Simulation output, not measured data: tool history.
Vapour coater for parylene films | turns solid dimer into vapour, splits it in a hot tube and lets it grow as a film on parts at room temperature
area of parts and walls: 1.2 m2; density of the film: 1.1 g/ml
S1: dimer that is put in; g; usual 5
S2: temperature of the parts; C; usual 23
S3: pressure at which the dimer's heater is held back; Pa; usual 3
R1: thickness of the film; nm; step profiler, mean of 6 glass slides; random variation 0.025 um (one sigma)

run	hour	S1	S2	S3	R1
1	0	5	23	3	2900
2	46.7	5	23	3	2820
3	113.6	5	23	3	2890
4	177.5	5	19	3	3230
5	242.5	5	19	3	3170
6	302.7	5	23	2.96	2780
# hour 371.8: trap's valve overhauled
7	380.8	6	23	3	3680
8	435.3	6	23	3	3670
9	500.2	8	23	3	4860
10	565	8	23	3	4790
11	595.5	8	23	3	4780
12	667.3	8	23	3	4710
13	720.2	8	23	3	4760
14	785.3	8	23	3	4720
15	819.8	3	23	9.15	1560
16	871.8	3	15	9.15	1990
17	937.4	3	23	9.45	1520
18	977.7	5	31	9.23	1940
19	1016.4	5	31	9.23	1930
20	1069.5	2	23	3	1110
21	1106.6	2	23	6.29	1040
22	1157	5	23	10.99	2460
# hour 1166.8: trap's valve overhauled
23	1192.2	5	23	10.99	2720
24	1238.3	3	22	2.45	1980
25	1281.7	8	20	4.13	5290
26	1336	5	33	2.41	2260

Forecast run 27:
27	1402.6	6	23	11.23	?

R1: 3200 nm
Without the tool's hidden state the same run would have given R1 3280 nm.
